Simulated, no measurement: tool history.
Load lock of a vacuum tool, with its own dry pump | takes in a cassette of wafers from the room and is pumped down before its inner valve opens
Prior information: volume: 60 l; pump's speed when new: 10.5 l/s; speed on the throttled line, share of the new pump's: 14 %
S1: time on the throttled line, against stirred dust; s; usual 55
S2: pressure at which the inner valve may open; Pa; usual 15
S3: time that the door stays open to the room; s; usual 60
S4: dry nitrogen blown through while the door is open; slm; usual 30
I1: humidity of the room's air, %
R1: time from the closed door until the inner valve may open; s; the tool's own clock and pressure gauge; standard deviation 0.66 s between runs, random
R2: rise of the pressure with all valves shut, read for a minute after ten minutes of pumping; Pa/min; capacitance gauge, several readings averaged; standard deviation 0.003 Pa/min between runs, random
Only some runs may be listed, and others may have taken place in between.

| run | hour | S1 | S2 | S3 | S4 | I1 | R1 | R2 |
|---|---|---|---|---|---|---|---|---|
| 1 | 0.0 | 55 | 15 | 60 | 30 | 45.9 | 97.1 | 0.032 |
| 2 | 43.7 | 55 | 15 | 60 | 30 | 46.6 | 96.8 | 0.022 |
| 3 | 124.7 | 55 | 15 | 60 | 30 | 44.2 | 98.3 | 0.027 |
| 4 | 175.1 | 55 | 15 | 60 | 30 | 46.3 | 96.6 | 0.034 |
| 5 | 263.2 | 55 | 15 | 60 | 30 | 46.0 | 98.4 | 0.027 |
| 6 | 342.5 | 55 | 15 | 60 | 30 | 41.8 | 98.7 | 0.027 |
| 7 | 388.3 | 55 | 15 | 71 | 30 | 47.4 | 97.2 | 0.035 |
| 8 | 465.2 | 45 | 15 | 60 | 30 | 45.6 | 88.9 | 0.028 |
| 9 | 561.2 | 45 | 15 | 84 | 30 | 44.0 | 88.8 | 0.038 |
| 10 | 629.3 | 45 | 15 | 84 | 30 | 44.3 | 88.6 | 0.043 |
| 11 | 729.7 | 55 | 15 | 60 | 30 | 44.0 | 98.4 | 0.033 |
| 12 | 821.0 | 68 | 15 | 60 | 30 | 45.5 | 108.8 | 0.039 |
| 13 | 906.0 | 68 | 15 | 60 | 30 | 48.0 | 108.2 | 0.034 |
| 14 | 978.5 | 68 | 26 | 60 | 30 | 40.5 | 106.6 | 0.037 |
| 15 | 1038.3 | 68 | 26 | 60 | 30 | 43.0 | 105.0 | 0.034 |
| 16 | 1107.6 | 55 | 15 | 38 | 30 | 46.0 | 98.4 | 0.026 |
| 17 | 1175.8 | 55 | 15 | 38 | 30 | 42.6 | 98.2 | 0.028 |
| 18 | 1234.5 | 55 | 15 | 38 | 30 | 47.7 | 97.5 | 0.030 |
| 19 | 1307.5 | 55 | 14 | 56 | 30 | 41.2 | 98.4 | 0.036 |
| 20 | 1407.3 | 55 | 14 | 55 | 18 | 44.3 | 97.8 | 0.041 |
| 21 | 1474.0 | 55 | 15 | 70 | 6 | 41.7 | 97.7 | 0.057 |
| 22 | 1541.7 | 108 | 15 | 109 | 30 | 46.6 | 142.8 | 0.058 |
| 23 | 1620.7 | 75 | 12 | 152 | 30 | 45.2 | 117.0 | 0.067 |
| 24 | 1664.5 | 84 | 15 | 36 | 9 | 42.4 | 124.6 | 0.046 |
| 25 | 1731.8 | 84 | 15 | 36 | 9 | 48.7 | 124.1 | 0.046 |
| 26 | 1787.5 | 84 | 15 | 36 | 9 | 42.6 | 123.8 | 0.042 |
| 27 | 1864.2 | 84 | 15 | 36 | 9 | 43.2 | 124.4 | 0.048 |
| 28 | 1923.0 | 30 | 15 | 60 | 30 | 46.0 | 77.3 | 0.046 |
| 29 | 1996.7 | 30 | 15 | 60 | 30 | 44.3 | 78.3 | 0.047 |
| 30 | 2066.9 | 55 | 22 | 55 | 35 | 43.4 | 96.9 | 0.045 |
| 31 | 2155.0 | 86 | 15 | 46 | 7 | 45.3 | 125.1 | 0.058 |
| 32 | 2197.7 | 53 | 25 | 99 | 7 | 44.6 | 93.7 | 0.089 |
| 33 | 2298.4 | 53 | 25 | 99 | 11 | 40.7 | 94.9 | 0.071 |
| 34 | 2385.2 | 53 | 11 | 65 | 33 | 43.3 | 99.8 | 0.050 |
| 35 | 2480.5 | 76 | 30 | 41 | 6 | 42.5 | 113.4 | 0.059 |
| 36 | 2525.6 | 76 | 12 | 132 | 6 | 43.8 | 118.0 | 0.108 |

Subtracting, for every run, the result it would have given without the tool's unlogged condition from the measured result gives the following. The same run-to-run variation enters both numbers; the gauge's scatter may not:
Hidden state at play: pump's speed, % of a new pump's; leak at the door's seal, Pa l/s; drift of the gauge itself on ready_s, %; drift of the gauge itself on rise_pa_min, %.
| run | R1 | R2 |
|---|---|---|
| 1 | -0.4 | +0.003 |
| 2 | -0.2 | +0.003 |
| 3 | -0.2 | +0.004 |
| 4 | -0.2 | +0.004 |
| 5 | -0.2 | +0.005 |
| 6 | +0.0 | +0.005 |
| 7 | -0.1 | +0.005 |
| 8 | +0.1 | +0.006 |
| 9 | +0.1 | +0.006 |
| 10 | +0.2 | +0.007 |
| 11 | +0.2 | +0.008 |
| 12 | +0.3 | +0.009 |
| 13 | +0.4 | +0.010 |
| 14 | +0.4 | +0.010 |
| 15 | +0.4 | +0.010 |
| 16 | +0.6 | +0.011 |
| 17 | +0.6 | +0.012 |
| 18 | +0.6 | +0.012 |
| 19 | +0.7 | +0.014 |
| 20 | +0.8 | +0.014 |
| 21 | +0.8 | +0.015 |
| 22 | +0.7 | +0.016 |
| 23 | +0.9 | +0.017 |
| 24 | +0.9 | +0.018 |
| 25 | +0.9 | +0.019 |
| 26 | +1.0 | +0.018 |
| 27 | +1.1 | +0.020 |
| 28 | +1.3 | +0.021 |
| 29 | +1.4 | +0.021 |
| 30 | +1.3 | +0.023 |
| 31 | +1.3 | +0.023 |
| 32 | +1.4 | +0.024 |
| 33 | +1.5 | +0.025 |
| 34 | +1.7 | +0.026 |
| 35 | +1.4 | +0.027 |
| 36 | +1.6 | +0.027 |
